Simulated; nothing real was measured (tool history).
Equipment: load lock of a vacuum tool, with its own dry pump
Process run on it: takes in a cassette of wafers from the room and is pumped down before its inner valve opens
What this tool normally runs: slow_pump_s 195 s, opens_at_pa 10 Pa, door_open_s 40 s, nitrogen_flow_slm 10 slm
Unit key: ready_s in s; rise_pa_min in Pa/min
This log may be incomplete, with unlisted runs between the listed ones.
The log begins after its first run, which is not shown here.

run    hour  slow_pump_s  opens_at_pa  door_open_s  nitrogen_flow_slm  incoming humidity of the room's air, %  ready_s  rise_pa_min
  2   322.8          195           18           40                 10                                    45.7    281.9        0.108
  3   749.8          195           18           40                 10                                    44.3    282.3        0.112
  4  1005.6          195           18           40                 10                                    45.7    282.6        0.110
  5  1317.0          195           18           31                 10                                    49.1    283.2        0.119
  6  1655.0          195           18           31                 10                                    43.1    284.1        0.112
  7  1984.8          195           18           31                 10                                    47.3    284.2        0.134
  8  2344.7          195           10           40                 10                                    46.1    292.2        0.137
  9  2606.6          195           10           40                 10                                    44.4    291.9        0.136
 10  2793.4          195           10           40                 10                                    46.3    291.5        0.139
 11  3155.2          195           10           40                 10                                    44.6    294.0        0.145
 12  3335.8          195           10           40                 10                                    45.0    294.2        0.149
 13  3554.9          318           10           40                 10                                    46.1    402.9        0.151
 14  3827.5          318           10           40                 10                                    42.0    402.2        0.150
 15  4093.2          195           10           40                 10                                    50.3    293.7        0.163
 16  4289.8          195           10           40                  6                                    46.2    292.3        0.171
 17  4688.0          195           10           40                 10                                    48.0    295.5        0.178
 18  4905.6          195           10           40                 10                                    45.7    295.1        0.174

Run 19 is up next; what results do you expect?
 19  5200.8          195           14           38                 10                                    45.8        ?            ?

ready_s: 289.4 s
rise_pa_min: 0.178 Pa/min
Were there no unlogged condition in the tool, this run, its random variation unchanged, would have produced ready_s 281.6 s, rise_pa_min 0.032 Pa/min.
